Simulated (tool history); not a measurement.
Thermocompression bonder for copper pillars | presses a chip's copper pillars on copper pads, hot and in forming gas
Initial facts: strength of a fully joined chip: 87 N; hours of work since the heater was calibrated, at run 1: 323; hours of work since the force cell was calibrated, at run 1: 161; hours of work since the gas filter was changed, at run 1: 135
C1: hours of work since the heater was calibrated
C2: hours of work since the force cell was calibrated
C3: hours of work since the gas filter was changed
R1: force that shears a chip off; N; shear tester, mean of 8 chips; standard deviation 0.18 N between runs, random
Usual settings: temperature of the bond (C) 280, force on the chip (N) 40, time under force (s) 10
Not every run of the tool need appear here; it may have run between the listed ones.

{"run": 1, "hour": 0.0, "temperature of the bond (C)": 280, "force on the chip (N)": 40, "time under force (s)": 10, "C1": 323, "C2": 161, "C3": 135, "R1": 60.1}
{"run": 2, "hour": 5.0, "temperature of the bond (C)": 280, "force on the chip (N)": 40, "time under force (s)": 10, "C1": 325, "C2": 163, "C3": 138, "R1": 59.7}
{"run": 3, "hour": 16.1, "temperature of the bond (C)": 280, "force on the chip (N)": 40, "time under force (s)": 10, "C1": 331, "C2": 169, "C3": 143, "R1": 59.6}
{"run": 4, "hour": 25.0, "temperature of the bond (C)": 280, "force on the chip (N)": 40, "time under force (s)": 10, "C1": 335, "C2": 173, "C3": 148, "R1": 60}
{"run": 5, "hour": 31.0, "temperature of the bond (C)": 280, "force on the chip (N)": 40, "time under force (s)": 10, "C1": 338, "C2": 176, "C3": 151, "R1": 59.8}
{"run": 6, "hour": 36.6, "temperature of the bond (C)": 280, "force on the chip (N)": 40, "time under force (s)": 10, "C1": 341, "C2": 179, "C3": 154, "R1": 59.6}
{"run": 7, "hour": 44.8, "temperature of the bond (C)": 280, "force on the chip (N)": 40, "time under force (s)": 10, "C1": 345, "C2": 183, "C3": 158, "R1": 59.8}
{"run": 8, "hour": 53.7, "temperature of the bond (C)": 280, "force on the chip (N)": 40, "time under force (s)": 10, "C1": 349, "C2": 188, "C3": 162, "R1": 59.2}
{"run": 9, "hour": 59.3, "temperature of the bond (C)": 280, "force on the chip (N)": 40, "time under force (s)": 10, "C1": 352, "C2": 190, "C3": 165, "R1": 59.4}
{"run": 10, "hour": 68.4, "temperature of the bond (C)": 280, "force on the chip (N)": 40, "time under force (s)": 19, "C1": 357, "C2": 195, "C3": 169, "R1": 68.2}
{"run": 11, "hour": 75.8, "temperature of the bond (C)": 280, "force on the chip (N)": 40, "time under force (s)": 19, "C1": 360, "C2": 199, "C3": 173, "R1": 68.3}
{"run": 12, "hour": 82.2, "temperature of the bond (C)": 280, "force on the chip (N)": 40, "time under force (s)": 19, "C1": 363, "C2": 202, "C3": 176, "R1": 68.3}
{"run": 13, "hour": 91.7, "temperature of the bond (C)": 280, "force on the chip (N)": 40, "time under force (s)": 19, "C1": 368, "C2": 207, "C3": 181, "R1": 68}
{"run": 14, "hour": 96.8, "temperature of the bond (C)": 280, "force on the chip (N)": 34, "time under force (s)": 19, "C1": 371, "C2": 209, "C3": 184, "R1": 65.3}
{"run": 15, "hour": 107.0, "temperature of the bond (C)": 280, "force on the chip (N)": 40, "time under force (s)": 10, "C1": 376, "C2": 214, "C3": 189, "R1": 59.2}
{"run": 16, "hour": 114.4, "temperature of the bond (C)": 280, "force on the chip (N)": 40, "time under force (s)": 10, "C1": 380, "C2": 218, "C3": 192, "R1": 59.2}
{"run": 17, "hour": 123.3, "temperature of the bond (C)": 280, "force on the chip (N)": 40, "time under force (s)": 27, "C1": 384, "C2": 222, "C3": 197, "R1": 71.8}
{"run": 18, "hour": 134.8, "temperature of the bond (C)": 280, "force on the chip (N)": 40, "time under force (s)": 27, "C1": 390, "C2": 228, "C3": 202, "R1": 71.9}
{"run": 19, "hour": 145.3, "temperature of the bond (C)": 280, "force on the chip (N)": 40, "time under force (s)": 27, "C1": 395, "C2": 233, "C3": 208, "R1": 71.6}
{"run": 20, "hour": 153.9, "temperature of the bond (C)": 280, "force on the chip (N)": 40, "time under force (s)": 10, "C1": 399, "C2": 237, "C3": 212, "R1": 58.9}
{"run": 21, "hour": 161.2, "temperature of the bond (C)": 280, "force on the chip (N)": 40, "time under force (s)": 10, "C1": 403, "C2": 241, "C3": 216, "R1": 59.1}
{"run": 22, "hour": 168.4, "temperature of the bond (C)": 268, "force on the chip (N)": 45, "time under force (s)": 6, "C1": 406, "C2": 245, "C3": 219, "R1": 47.6}
{"run": 23, "hour": 174.8, "temperature of the bond (C)": 286, "force on the chip (N)": 50, "time under force (s)": 6, "C1": 410, "C2": 248, "C3": 222, "R1": 58}
{"run": 24, "hour": 185.6, "temperature of the bond (C)": 286, "force on the chip (N)": 50, "time under force (s)": 6, "C1": 415, "C2": 253, "C3": 228, "R1": 58}
{"run": 25, "hour": 194.3, "temperature of the bond (C)": 286, "force on the chip (N)": 50, "time under force (s)": 6, "C1": 419, "C2": 258, "C3": 232, "R1": 58}
{"run": 26, "hour": 201.6, "temperature of the bond (C)": 286, "force on the chip (N)": 50, "time under force (s)": 6, "C1": 423, "C2": 261, "C3": 236, "R1": 58}
{"run": 27, "hour": 208.2, "temperature of the bond (C)": 280, "force on the chip (N)": 37, "time under force (s)": 12, "C1": 426, "C2": 265, "C3": 239, "R1": 60.1}
{"run": 28, "hour": 219.6, "temperature of the bond (C)": 280, "force on the chip (N)": 37, "time under force (s)": 12, "C1": 432, "C2": 270, "C3": 245, "R1": 59.4}
{"run": 29, "hour": 227.9, "temperature of the bond (C)": 280, "force on the chip (N)": 33, "time under force (s)": 10, "C1": 436, "C2": 274, "C3": 249, "R1": 55.2}
{"run": 30, "hour": 237.8, "temperature of the bond (C)": 280, "force on the chip (N)": 33, "time under force (s)": 10, "C1": 441, "C2": 279, "C3": 254, "R1": 54.9}
{"run": 31, "hour": 248.4, "temperature of the bond (C)": 288, "force on the chip (N)": 58, "time under force (s)": 10, "C1": 446, "C2": 285, "C3": 259, "R1": 67.3}
{"run": 32, "hour": 256.7, "temperature of the bond (C)": 298, "force on the chip (N)": 40, "time under force (s)": 7, "C1": 450, "C2": 289, "C3": 263, "R1": 61}
{"run": 33, "hour": 266.0, "temperature of the bond (C)": 269, "force on the chip (N)": 34, "time under force (s)": 26, "C1": 455, "C2": 293, "C3": 268, "R1": 64}
{"run": 34, "hour": 277.1, "temperature of the bond (C)": 305, "force on the chip (N)": 40, "time under force (s)": 15, "C1": 461, "C2": 299, "C3": 273, "R1": 72.5}
{"run": 35, "hour": 282.3, "temperature of the bond (C)": 254, "force on the chip (N)": 26, "time under force (s)": 17, "C1": 463, "C2": 301, "C3": 276, "R1": 45.7}
{"run": 36, "hour": 290.4, "temperature of the bond (C)": 280, "force on the chip (N)": 30, "time under force (s)": 10, "C1": 467, "C2": 305, "C3": 280, "R1": 53}
{"run": 37, "hour": 295.4, "temperature of the bond (C)": 305, "force on the chip (N)": 35, "time under force (s)": 14, "C1": 470, "C2": 308, "C3": 282, "R1": 70.4}
{"run": 38, "hour": 300.3, "temperature of the bond (C)": 307, "force on the chip (N)": 38, "time under force (s)": 5, "C1": 472, "C2": 310, "C3": 285, "R1": 58.8}
{"run": 39, "hour": 306.0, "temperature of the bond (C)": 307, "force on the chip (N)": 38, "time under force (s)": 5, "C1": 475, "C2": 313, "C3": 288, "R1": 58.8}

Results for each run, recomputed without the tool's hidden state and with each run's random variation untouched:
What the log doesn't record here: true temperature of the bond over the reading, C; force that reaches the chip, % of what is set; oxide that the forming gas leaves, % of the face; drift of the gauge itself on shear_n, %.
run=1 R1=61
run=2 R1=60.5
run=3 R1=60.5
run=4 R1=61
run=5 R1=60.8
run=6 R1=60.6
run=7 R1=60.9
run=8 R1=60.4
run=9 R1=60.6
run=10 R1=70
run=11 R1=70.2
run=12 R1=70.2
run=13 R1=70
run=14 R1=67.1
run=15 R1=60.7
run=16 R1=60.7
run=17 R1=74.4
run=18 R1=74.6
run=19 R1=74.4
run=20 R1=60.7
run=21 R1=60.9
run=22 R1=48.7
run=23 R1=59.8
run=24 R1=59.8
run=25 R1=59.9
run=26 R1=59.9
run=27 R1=62.3
run=28 R1=61.6
run=29 R1=57.1
run=30 R1=56.9
run=31 R1=70.5
run=32 R1=63.7
run=33 R1=66.8
run=34 R1=76.6
run=35 R1=47.1
run=36 R1=55.1
run=37 R1=74.3
run=38 R1=61.5
run=39 R1=61.6
